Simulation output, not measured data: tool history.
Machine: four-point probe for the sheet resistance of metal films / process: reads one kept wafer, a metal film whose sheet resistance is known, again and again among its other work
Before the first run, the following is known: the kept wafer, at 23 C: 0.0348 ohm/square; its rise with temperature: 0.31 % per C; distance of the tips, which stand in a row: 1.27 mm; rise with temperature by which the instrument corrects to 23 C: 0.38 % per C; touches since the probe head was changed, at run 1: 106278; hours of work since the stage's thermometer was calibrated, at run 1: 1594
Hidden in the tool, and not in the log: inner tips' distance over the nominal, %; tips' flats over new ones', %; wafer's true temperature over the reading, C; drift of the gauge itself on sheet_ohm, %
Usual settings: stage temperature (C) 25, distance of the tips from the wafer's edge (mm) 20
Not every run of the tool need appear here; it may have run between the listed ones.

run	hour	stage temperature (C)	distance of the tips from the wafer's edge (mm)	touches since the probe head was changed	hours of work since the stage's thermometer was calibrated	sheet resistance as the instrument gives it (ohm/square)
1	0	25	20	106278	1594	0.034828
2	98.3	25	20	109769	1660	0.034838
3	190.8	24	20	113053	1723	0.034843
4	268.3	25	7	115808	1775	0.035364
5	365.3	25	38	119255	1840	0.034783
6	474.6	25	38	123135	1914	0.034764
7	548.8	25	38	125771	1964	0.034775
8	605.5	25	38	127785	2002	0.034775
9	705.8	25	51	131349	2069	0.034766
10	751.6	25	51	132974	2100	0.034771
11	826	25	20	135617	2150	0.034824
12	892.7	25	20	137985	2195	0.034822

Predict the results of run 13:
13	995.2	25	9	141625	2264	?

{"run 13": {"sheet resistance as the instrument gives it (ohm/square)": 0.035116}}
If the tool had no hidden condition, the same run with the same run-to-run variation would have returned sheet resistance as the instrument gives it (ohm/square) 0.035114.
